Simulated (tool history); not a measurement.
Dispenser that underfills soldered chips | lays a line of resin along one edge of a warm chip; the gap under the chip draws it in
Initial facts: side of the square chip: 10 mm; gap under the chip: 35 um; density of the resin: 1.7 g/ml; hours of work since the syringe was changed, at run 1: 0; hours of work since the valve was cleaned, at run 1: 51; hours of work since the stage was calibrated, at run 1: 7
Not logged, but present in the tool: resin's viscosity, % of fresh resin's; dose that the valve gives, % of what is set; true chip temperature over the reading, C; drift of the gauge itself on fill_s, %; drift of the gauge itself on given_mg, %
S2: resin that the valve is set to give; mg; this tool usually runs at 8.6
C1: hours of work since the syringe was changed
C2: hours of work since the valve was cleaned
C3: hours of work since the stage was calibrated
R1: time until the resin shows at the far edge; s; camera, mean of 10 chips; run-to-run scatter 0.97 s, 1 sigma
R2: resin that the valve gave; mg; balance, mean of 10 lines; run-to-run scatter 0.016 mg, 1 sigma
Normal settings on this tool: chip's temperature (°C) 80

Run 1, hour 0: usual settings; C1 0; C2 51; C3 7. Result: R1 93.5 s, R2 8.46 mg.
Run 2, hour 5.3: usual settings; C1 5; C2 55; C3 11. Result: R1 133.9 s, R2 8.46 mg.
Run 3, hour 9.6: usual settings; C1 8; C2 58; C3 15. Result: R1 173 s, R2 8.44 mg.
Run 4, hour 13: usual settings; C1 11; C2 61; C3 17. Result: R1 214.3 s, R2 8.45 mg.
At hour 15.1: new syringe of resin.
At hour 18.9: dispensing valve cleaned and set on the balance.
Run 5, hour 19.1: usual settings; C1 2; C2 0; C3 21. Result: R1 111.1 s, R2 8.59 mg.
Run 6, hour 24.6: usual settings but S2 8.24 mg; C1 7; C2 4; C3 25. Result: R1 159.5 s, R2 8.23 mg.
Run 7, hour 28.9: usual settings but chip's temperature (°C) 74, S2 8.24 mg; C1 10; C2 8; C3 29. Result: R1 275.4 s, R2 8.24 mg.
At hour 31.8: new syringe of resin.
Run 8, hour 34: usual settings but S2 7.98 mg; C1 2; C2 12; C3 33. Result: R1 108.3 s, R2 7.97 mg.
Run 9, hour 38.6: usual settings but S2 7.98 mg; C1 5; C2 15; C3 36. Result: R1 150 s, R2 7.95 mg.
Run 10, hour 42: usual settings but S2 7.98 mg; C1 8; C2 18; C3 39. Result: R1 182.2 s, R2 7.96 mg.
At hour 47.7: new syringe of resin.
Run 11, hour 47.9: usual settings but S2 9.98 mg; C1 0; C2 22; C3 43. Result: R1 93.2 s, R2 9.9 mg.
Run 12, hour 52.5: usual settings but S2 9.98 mg; C1 4; C2 26; C3 47. Result: R1 127.7 s, R2 9.92 mg.
Run 13, hour 58.5: usual settings but S2 10.96 mg; C1 8; C2 30; C3 51. Result: R1 181.6 s, R2 10.86 mg.
Run 14, hour 61.4: usual settings; C1 11; C2 33; C3 54. Result: R1 224.5 s, R2 8.48 mg.
At hour 63.6: new syringe of resin.
Run 15, hour 68.1: usual settings; C1 3; C2 38; C3 59. Result: R1 122.6 s, R2 8.51 mg.
Run 16, hour 72.5: usual settings; C1 7; C2 41; C3 62. Result: R1 163.8 s, R2 8.48 mg.
Run 17, hour 78.8: usual settings; C1 12; C2 46; C3 67. Result: R1 246.3 s, R2 8.48 mg.
At hour 79.6: new syringe of resin.
Run 18, hour 84.3: usual settings; C1 4; C2 50; C3 71. Result: R1 126.3 s, R2 8.47 mg.
Run 19, hour 87.9: usual settings; C1 6; C2 53; C3 74. Result: R1 158.4 s, R2 8.44 mg.
Run 20, hour 92: usual settings but chip's temperature (°C) 78, S2 10.82 mg; C1 10; C2 56; C3 77. Result: R1 219.3 s, R2 10.64 mg.
At hour 95.4: new syringe of resin.
Run 21, hour 97.4: usual settings but chip's temperature (°C) 70, S2 8.94 mg; C1 2; C2 60; C3 81. Result: R1 167.1 s, R2 8.77 mg.
At hour 103.8: dispensing valve cleaned and set on the balance.
Run 22, hour 104.4: usual settings but chip's temperature (°C) 70, S2 8.94 mg; C1 6; C2 1; C3 86. Result: R1 237.2 s, R2 8.94 mg.
Run 23, hour 110.1: usual settings but chip's temperature (°C) 70, S2 8.94 mg; C1 11; C2 5; C3 90. Result: R1 344.4 s, R2 8.95 mg.
At hour 112.1: new syringe of resin.
Run 24, hour 115.7: usual settings but chip's temperature (°C) 69, S2 9.86 mg; C1 3; C2 9; C3 94. Result: R1 184.3 s, R2 9.83 mg.
Run 25, hour 120.3: usual settings but chip's temperature (°C) 70, S2 7.68 mg; C1 6; C2 13; C3 98. Result: R1 253.7 s, R2 7.64 mg.
Run 26, hour 125.8: usual settings but chip's temperature (°C) 70, S2 7.68 mg; C1 11; C2 17; C3 102. Result: R1 350.5 s, R2 7.63 mg.
At hour 127.9: new syringe of resin.
Run 27, hour 131.2: usual settings but chip's temperature (°C) 70, S2 7.68 mg; C1 3; C2 21; C3 106. Result: R1 179.8 s, R2 7.65 mg.
Run 28, hour 136: usual settings but chip's temperature (°C) 83, S2 9.86 mg; C1 6; C2 25; C3 110. Result: R1 143.3 s, R2 9.84 mg.
Run 29, hour 140.5: usual settings but S2 11.05 mg; C1 10; C2 28; C3 114. Result: R1 207.1 s, R2 10.95 mg.
At hour 143.9: new syringe of resin.
Run 30, hour 146.9: usual settings but S2 11.05 mg; C1 2; C2 33; C3 118. Result: R1 112.4 s, R2 10.97 mg.
Run 31, hour 151.9: usual settings but chip's temperature (°C) 89, S2 9.75 mg; C1 6; C2 37; C3 122. Result: R1 109.8 s, R2 9.64 mg.
Run 32, hour 155.4: usual settings but chip's temperature (°C) 89, S2 9.75 mg; C1 9; C2 40; C3 125. Result: R1 137.2 s, R2 9.66 mg.
Run 33, hour 159: usual settings but chip's temperature (°C) 87, S2 9.56 mg; C1 12; C2 42; C3 128. Result: R1 186.7 s, R2 9.43 mg.
At hour 159.8: new syringe of resin.
Run 34, hour 164.8: usual settings but chip's temperature (°C) 87, S2 9.56 mg; C1 4; C2 47; C3 132. Result: R1 97.6 s, R2 9.41 mg.
Run 35, hour 170.6: usual settings but chip's temperature (°C) 92, S2 11.09 mg; C1 8; C2 51; C3 137. Result: R1 116.7 s, R2 10.92 mg.

Predict each of these 4 candidate next runs independently; none follows another, all start after run 35:
Run A, hour 173.9: usual settings but chip's temperature (°C) 74, S2 9.83 mg; C1 11; C2 54; C3 139. Result: R1 ?, R2 ?.
Run B, hour 173.9: usual settings but chip's temperature (°C) 92; C1 11; C2 54; C3 139. Result: R1 ?, R2 ?.
Run C, hour 173.9: usual settings but chip's temperature (°C) 81, S2 9.03 mg; C1 11; C2 54; C3 139. Result: R1 ?, R2 ?.
Run D, hour 173.9: usual settings but chip's temperature (°C) 75; C1 11; C2 54; C3 139. Result: R1 ?, R2 ?.

run     R1    R2
  A  299.4  9.65
  B  148.6  8.46
  C  222.4  8.89
  D  284.7  8.46
Had the tool no hidden state, the same runs would have come out as:
run     R1    R2
  A  117.3  9.81
  B   58.4   8.6
  C   87.3  9.04
  D  111.8  8.61
